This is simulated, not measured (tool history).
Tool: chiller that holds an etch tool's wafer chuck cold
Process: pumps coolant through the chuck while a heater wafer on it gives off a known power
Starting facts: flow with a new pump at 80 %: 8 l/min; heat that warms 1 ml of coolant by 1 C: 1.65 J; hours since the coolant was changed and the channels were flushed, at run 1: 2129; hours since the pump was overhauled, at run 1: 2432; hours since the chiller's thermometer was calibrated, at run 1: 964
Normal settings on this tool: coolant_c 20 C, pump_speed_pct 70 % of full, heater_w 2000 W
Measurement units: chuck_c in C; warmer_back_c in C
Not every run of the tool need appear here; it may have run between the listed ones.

run,hour,coolant_c,pump_speed_pct,heater_w,hours since the coolant was changed and the channels were flushed,hours since the pump was overhauled,hours since the chiller's thermometer was calibrated,chuck_c,warmer_back_c
1,0.0,20,70,2000,2129,2432,964,46.0,10.39
2,55.9,20,70,2000,2185,2488,1020,45.8,10.37
3,90.2,20,70,2723,2219,2522,1055,55.2,14.03
4,154.9,20,70,2723,2284,2587,1119,55.3,14.13
5,186.0,20,70,2723,2315,2618,1150,55.4,14.04
6,253.9,26,70,2723,2383,2686,1218,61.1,14.04
7,294.2,26,70,2723,2423,2726,1258,61.3,14.15
8,350.9,20,70,2000,2480,2783,1315,46.0,10.32
9,408.7,17,70,2000,2537,2840,1373,43.0,10.33
10,478.6,17,70,2000,2607,2910,1443,43.0,10.32
11,548.2,17,70,2000,2677,2980,1513,42.9,10.29
12,601.8,17,70,2000,2730,3033,1566,43.0,10.23
13,650.3,17,70,2000,2779,3082,1615,43.0,10.27
14,696.8,24,70,2000,2825,3128,1661,50.0,10.30
15,730.5,24,70,2000,2859,3162,1695,50.0,10.24
16,801.0,24,70,2000,2930,3233,1765,49.9,10.24
17,846.3,24,70,2000,2975,3278,1811,50.0,10.21
18,907.7,24,70,2000,3036,3339,1872,49.9,10.23
19,949.1,20,70,1206,3078,3381,1913,35.4,6.17
20,1008.4,27,82,1363,3137,3440,1973,42.7,5.91
21,1042.1,27,82,1363,3171,3474,2006,42.8,5.96
22,1095.5,27,82,1363,3224,3527,2060,42.7,5.98
23,1131.6,27,82,1363,3260,3563,2096,42.6,5.86
24,1202.0,13,87,1380,3331,3634,2166,28.3,5.69
25,1235.5,13,87,1380,3364,3667,2200,28.3,5.58
26,1308.4,15,62,2690,3437,3740,2273,53.1,15.58
27,1364.8,20,96,2000,3493,3796,2329,40.7,7.49
28,1437.8,20,96,2000,3566,3869,2402,40.8,7.44
29,1508.2,20,71,1230,3637,3940,2473,36.0,6.09
30,1576.9,12,72,2000,3706,4009,2541,37.6,9.85
31,1650.3,20,66,2130,3779,4082,2615,48.7,11.46
32,1702.8,14,88,1021,3831,4134,2667,25.4,4.01
33,1769.7,20,78,2000,3898,4201,2734,43.9,9.14

Each row is a separate what-if for the run after 33, all from the same tool condition, not one after another. Results?
A,1843.6,17,63,2540,3972,4275,2808,?,?
B,1843.6,20,71,2000,3972,4275,2808,?,?
C,1843.6,20,78,1422,3972,4275,2808,?,?

run,chuck_c,warmer_back_c
A,52.5,14.23
B,45.5,10.03
C,37.1,6.33
The same runs, with their run-to-run variation unchanged, on a tool lacking any hidden condition would have given:
run,chuck_c,warmer_back_c
A,52.4,14.47
B,45.5,10.27
C,37.1,6.58

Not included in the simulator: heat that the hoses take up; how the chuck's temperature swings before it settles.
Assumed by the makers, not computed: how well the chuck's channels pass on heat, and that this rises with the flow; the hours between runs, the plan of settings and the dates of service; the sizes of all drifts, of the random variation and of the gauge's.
